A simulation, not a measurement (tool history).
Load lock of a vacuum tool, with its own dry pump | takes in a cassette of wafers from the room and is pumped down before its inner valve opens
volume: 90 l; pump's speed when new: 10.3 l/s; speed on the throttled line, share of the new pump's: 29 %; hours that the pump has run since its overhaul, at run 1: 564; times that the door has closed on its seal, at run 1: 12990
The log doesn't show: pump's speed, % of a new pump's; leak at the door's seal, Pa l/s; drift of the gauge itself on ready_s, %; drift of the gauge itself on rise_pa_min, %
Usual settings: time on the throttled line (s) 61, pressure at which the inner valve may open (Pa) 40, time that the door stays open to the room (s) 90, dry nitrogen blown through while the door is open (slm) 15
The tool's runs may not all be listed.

run	hour	time on the throttled line (s)	pressure at which the inner valve may open (Pa)	time that the door stays open to the room (s)	dry nitrogen blown through while the door is open (slm)	hours that the pump has run since its overhaul	times that the door has closed on its seal	incoming humidity of the room's air, %	time from the closed door until the inner valve may open (s)	rise of the pressure with all valves shut (Pa/min)
1	0.0	61	40	90	15	564	12990	44.8	112.4	0.122
2	396.3	61	40	74	15	961	14850	43.5	112.9	0.123
3	878.7	61	40	90	15	1443	17114	46.7	113.9	0.155
4	1426.2	53	40	90	15	1991	19683	44.1	109.6	0.171
5	1828.2	92	40	90	15	2393	21569	45.7	136.3	0.200
6	2120.3	61	40	90	15	2685	22940	47.8	114.7	0.218
7	2495.9	61	40	90	15	3060	24703	43.2	114.8	0.235
8	2965.8	61	40	90	15	3530	26908	45.6	115.3	0.253
9	3280.2	61	40	90	9	3845	28383	48.9	116.3	0.296
10	3720.5	61	40	79	15	4285	30449	46.3	115.8	0.297
11	4008.7	61	40	79	15	4573	31802	47.4	118.0	0.338
12	4270.5	61	40	79	15	4835	33030	43.6	118.0	0.342
13	4758.0	61	40	79	19	5323	35318	46.0	117.3	0.367
14	5355.8	61	40	79	19	5920	38123	41.1	118.0	0.416
# hour 5437.4: door's seal changed, seat wiped
15	5762.3	75	44	227	14	6325	1525	42.3	126.1	0.077
16	6061.4	61	40	55	15	6624	2928	47.9	119.1	0.044
17	6355.8	115	40	159	15	6919	4310	45.5	156.7	0.076
18	6781.2	115	40	159	15	7344	6306	44.8	156.7	0.084
19	7093.3	53	40	90	15	7656	7771	44.9	114.9	0.077
20	7454.4	53	34	90	15	8017	9465	45.1	119.3	0.089
21	7810.6	47	40	71	40	8374	11137	45.0	111.6	0.077
22	8324.8	62	58	25	5	8888	13550	44.9	120.5	0.101
23	8907.5	62	58	25	5	9470	16284	45.2	119.9	0.134
24	9432.5	62	58	25	5	9996	18748	47.2	119.9	0.163
25	9709.4	86	40	90	7	10272	20048	44.6	138.7	0.195
26	10095.2	86	40	90	7	10658	21858	41.9	140.4	0.211
27	10639.9	86	40	90	7	11203	24414	42.4	142.5	0.243

Hidden state at the last listed run before each entry between runs and at the first one after, where it differs:
Between runs 14 and 15: door's seal changed, seat wiped (hour 5437.4)
  pump's speed, % of a new pump's: 89.2 -> 88.5; leak at the door's seal, Pa l/s: 0.5799 -> 0.0102
  measured less the result without the state, time from the closed door until the inner valve may open (s): +6.2 -> +6.0; rise of the pressure with all valves shut (Pa/min): +0.387 -> +0.005

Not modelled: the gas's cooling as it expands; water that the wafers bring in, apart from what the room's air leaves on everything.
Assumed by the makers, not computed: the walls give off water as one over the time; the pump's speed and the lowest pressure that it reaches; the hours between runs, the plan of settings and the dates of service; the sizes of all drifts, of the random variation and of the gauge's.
